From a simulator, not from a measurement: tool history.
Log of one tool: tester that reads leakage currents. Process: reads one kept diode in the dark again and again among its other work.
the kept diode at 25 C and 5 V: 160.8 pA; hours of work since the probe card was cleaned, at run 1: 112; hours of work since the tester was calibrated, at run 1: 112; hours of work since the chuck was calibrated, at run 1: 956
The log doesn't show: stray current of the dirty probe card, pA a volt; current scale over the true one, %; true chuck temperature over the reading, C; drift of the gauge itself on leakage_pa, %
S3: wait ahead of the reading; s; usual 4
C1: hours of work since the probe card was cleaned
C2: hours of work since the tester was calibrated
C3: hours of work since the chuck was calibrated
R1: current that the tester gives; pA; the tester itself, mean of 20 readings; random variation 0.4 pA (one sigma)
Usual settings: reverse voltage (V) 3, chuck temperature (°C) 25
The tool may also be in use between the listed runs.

{"run": 1, "hour": 0.0, "reverse voltage (V)": 3, "chuck temperature (°C)": 25, "S3": 4, "C1": 112, "C2": 112, "C3": 956, "R1": 138.07}
{"run": 2, "hour": 41.1, "reverse voltage (V)": 3, "chuck temperature (°C)": 25, "S3": 4, "C1": 141, "C2": 141, "C3": 985, "R1": 138.86}
{"run": 3, "hour": 68.8, "reverse voltage (V)": 3, "chuck temperature (°C)": 25, "S3": 4, "C1": 160, "C2": 160, "C3": 1004, "R1": 138.15}
{"run": 4, "hour": 106.2, "reverse voltage (V)": 3, "chuck temperature (°C)": 25, "S3": 4, "C1": 186, "C2": 186, "C3": 1030, "R1": 139.17}
{"run": 5, "hour": 125.4, "reverse voltage (V)": 3, "chuck temperature (°C)": 25, "S3": 4, "C1": 200, "C2": 200, "C3": 1044, "R1": 138.92}
{"run": 6, "hour": 148.4, "reverse voltage (V)": 3, "chuck temperature (°C)": 25, "S3": 6.14, "C1": 216, "C2": 216, "C3": 1060, "R1": 138.97}
{"run": 7, "hour": 183.7, "reverse voltage (V)": 2.75, "chuck temperature (°C)": 28, "S3": 0.72, "C1": 240, "C2": 240, "C3": 1084, "R1": 175.25}
{"run": 8, "hour": 219.5, "reverse voltage (V)": 3, "chuck temperature (°C)": 25, "S3": 0.39, "C1": 265, "C2": 265, "C3": 1109, "R1": 141.04}
{"run": 9, "hour": 236.4, "reverse voltage (V)": 3, "chuck temperature (°C)": 25, "S3": 0.39, "C1": 277, "C2": 277, "C3": 1121, "R1": 141.29}
{"run": 10, "hour": 266.7, "reverse voltage (V)": 3, "chuck temperature (°C)": 25, "S3": 0.39, "C1": 298, "C2": 298, "C3": 1142, "R1": 140.9}
{"run": 11, "hour": 307.1, "reverse voltage (V)": 10.61, "chuck temperature (°C)": 45, "S3": 0.36, "C1": 326, "C2": 326, "C3": 1170, "R1": 1056.48}
{"run": 12, "hour": 330.6, "reverse voltage (V)": 10.61, "chuck temperature (°C)": 45, "S3": 0.36, "C1": 343, "C2": 343, "C3": 1187, "R1": 1051.73}

The same runs without the tool's hidden state, with the same run-to-run variation:
run=1 R1=136.22
run=2 R1=136.83
run=3 R1=136.01
run=4 R1=136.86
run=5 R1=136.54
run=6 R1=136.5
run=7 R1=172.27
run=8 R1=138.28
run=9 R1=138.46
run=10 R1=137.96
run=11 R1=1039.39
run=12 R1=1034.23

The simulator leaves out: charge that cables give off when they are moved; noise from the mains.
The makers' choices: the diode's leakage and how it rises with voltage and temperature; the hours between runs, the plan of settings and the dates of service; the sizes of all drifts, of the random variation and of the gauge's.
